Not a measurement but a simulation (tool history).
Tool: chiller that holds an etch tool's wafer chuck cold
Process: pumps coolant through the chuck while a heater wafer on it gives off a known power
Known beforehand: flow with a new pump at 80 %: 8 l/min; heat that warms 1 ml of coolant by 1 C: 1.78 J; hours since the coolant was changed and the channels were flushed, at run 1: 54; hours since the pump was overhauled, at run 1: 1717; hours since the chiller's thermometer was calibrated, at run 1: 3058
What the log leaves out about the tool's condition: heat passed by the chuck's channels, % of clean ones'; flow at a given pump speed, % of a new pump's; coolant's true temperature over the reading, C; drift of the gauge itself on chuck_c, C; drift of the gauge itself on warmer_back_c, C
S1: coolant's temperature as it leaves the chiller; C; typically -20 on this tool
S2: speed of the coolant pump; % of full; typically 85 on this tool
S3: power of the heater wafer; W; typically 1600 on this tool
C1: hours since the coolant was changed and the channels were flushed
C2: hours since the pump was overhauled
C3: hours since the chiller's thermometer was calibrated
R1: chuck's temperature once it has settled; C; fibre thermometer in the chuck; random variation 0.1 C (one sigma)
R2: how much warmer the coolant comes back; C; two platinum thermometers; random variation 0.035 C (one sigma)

{"run": 1, "hour": 0.0, "S1": -20, "S2": 85, "S3": 1600, "C1": 54, "C2": 1717, "C3": 3058, "R1": -2.9, "R2": 6.31}
{"run": 2, "hour": 55.2, "S1": -20, "S2": 85, "S3": 1600, "C1": 109, "C2": 1772, "C3": 3113, "R1": -3.1, "R2": 6.31}
{"run": 3, "hour": 114.1, "S1": -20, "S2": 85, "S3": 2164, "C1": 168, "C2": 1831, "C3": 3172, "R1": 3.3, "R2": 8.51}
{"run": 4, "hour": 145.0, "S1": -20, "S2": 85, "S3": 2164, "C1": 198, "C2": 1862, "C3": 3203, "R1": 3.2, "R2": 8.56}
{"run": 5, "hour": 177.2, "S1": -20, "S2": 85, "S3": 2164, "C1": 231, "C2": 1894, "C3": 3235, "R1": 3.1, "R2": 8.6}
{"run": 6, "hour": 201.7, "S1": -23, "S2": 85, "S3": 1600, "C1": 255, "C2": 1919, "C3": 3259, "R1": -5.8, "R2": 6.43}
{"run": 7, "hour": 236.2, "S1": -20, "S2": 85, "S3": 1600, "C1": 290, "C2": 1953, "C3": 3294, "R1": -2.7, "R2": 6.33}
{"run": 8, "hour": 283.5, "S1": -20, "S2": 85, "S3": 1600, "C1": 337, "C2": 2000, "C3": 3341, "R1": -2.7, "R2": 6.38}
{"run": 9, "hour": 336.6, "S1": -11, "S2": 88, "S3": 1600, "C1": 390, "C2": 2054, "C3": 3394, "R1": 5.8, "R2": 6.15}
{"run": 10, "hour": 371.8, "S1": -20, "S2": 83, "S3": 1600, "C1": 425, "C2": 2089, "C3": 3430, "R1": -2.3, "R2": 6.58}
{"hour": 379.6, "done": "chiller's thermometer calibrated"}
{"run": 11, "hour": 409.0, "S1": -16, "S2": 70, "S3": 1600, "C1": 462, "C2": 2125, "C3": 29, "R1": 3.9, "R2": 7.91}
{"run": 12, "hour": 454.0, "S1": -24, "S2": 68, "S3": 2169, "C1": 506, "C2": 2170, "C3": 74, "R1": 3.4, "R2": 11.06}
{"run": 13, "hour": 494.6, "S1": -14, "S2": 91, "S3": 1600, "C1": 547, "C2": 2210, "C3": 115, "R1": 2.3, "R2": 6.01}
{"run": 14, "hour": 548.9, "S1": -20, "S2": 73, "S3": 1600, "C1": 601, "C2": 2265, "C3": 169, "R1": -0.7, "R2": 7.61}
{"run": 15, "hour": 591.2, "S1": -15, "S2": 85, "S3": 1723, "C1": 644, "C2": 2307, "C3": 212, "R1": 3.3, "R2": 6.92}

Difference, measured minus no-hidden-state, one row per run. Run-to-run variation is common to both terms; the gauge's own scatter need not be:
run=1 R2=+0.01
run=2 R2=+0.01
run=3 R2=+0.03
run=4 R2=+0.04
run=5 R2=+0.05
run=6 R2=+0.06
run=7 R2=+0.07
run=8 R2=+0.07
run=9 R2=+0.09
run=10 R2=+0.10
run=11 R2=+0.10
run=12 R2=+0.12
run=13 R2=+0.13
run=14 R2=+0.14
run=15 R2=+0.15
R1: differs from the measured result by no more than 0.1 C in any run.

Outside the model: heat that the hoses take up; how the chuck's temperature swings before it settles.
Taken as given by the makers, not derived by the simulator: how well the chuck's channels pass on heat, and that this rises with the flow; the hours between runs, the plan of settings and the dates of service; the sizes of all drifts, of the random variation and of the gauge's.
